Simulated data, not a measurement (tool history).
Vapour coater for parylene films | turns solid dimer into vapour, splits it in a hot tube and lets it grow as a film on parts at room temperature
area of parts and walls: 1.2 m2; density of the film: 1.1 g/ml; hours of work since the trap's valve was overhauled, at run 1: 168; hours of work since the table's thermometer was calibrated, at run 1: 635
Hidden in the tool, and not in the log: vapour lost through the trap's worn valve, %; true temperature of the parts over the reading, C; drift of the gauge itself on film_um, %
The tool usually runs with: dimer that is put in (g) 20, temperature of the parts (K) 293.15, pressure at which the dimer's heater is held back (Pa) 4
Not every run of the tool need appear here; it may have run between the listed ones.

run,hour,dimer that is put in (g),temperature of the parts (K),pressure at which the dimer's heater is held back (Pa),hours of work since the trap's valve was overhauled,hours of work since the table's thermometer was calibrated,thickness of the film (µm)
1,0,20,293.15,4,168,635,7.22
2,23.1,20,293.15,4,187,655,7.16
3,38.4,20,293.15,4,200,668,7.23
4,57.5,20,292.15,4,216,684,7.58
5,83.1,20,293.15,4,238,705,7.18
6,98.1,20,293.15,4,251,718,7.19
7,110.9,9,293.15,4,261,729,3.25
8,139.9,20,293.15,4,286,753,7.16
9,166.3,20,293.15,4,308,775,7.15
10,181.6,20,293.15,4,321,788,7.2
11,205.9,20,288.15,6.46,342,809,8.45

Run 12 has not been measured yet. What should we expect?
12,226.8,11,288.15,4.3,359,827,?

Run 12 came out at thickness of the film (µm) 4.92.
If the tool had no hidden condition, the same run with the same run-to-run variation would have returned thickness of the film (µm) 4.95.

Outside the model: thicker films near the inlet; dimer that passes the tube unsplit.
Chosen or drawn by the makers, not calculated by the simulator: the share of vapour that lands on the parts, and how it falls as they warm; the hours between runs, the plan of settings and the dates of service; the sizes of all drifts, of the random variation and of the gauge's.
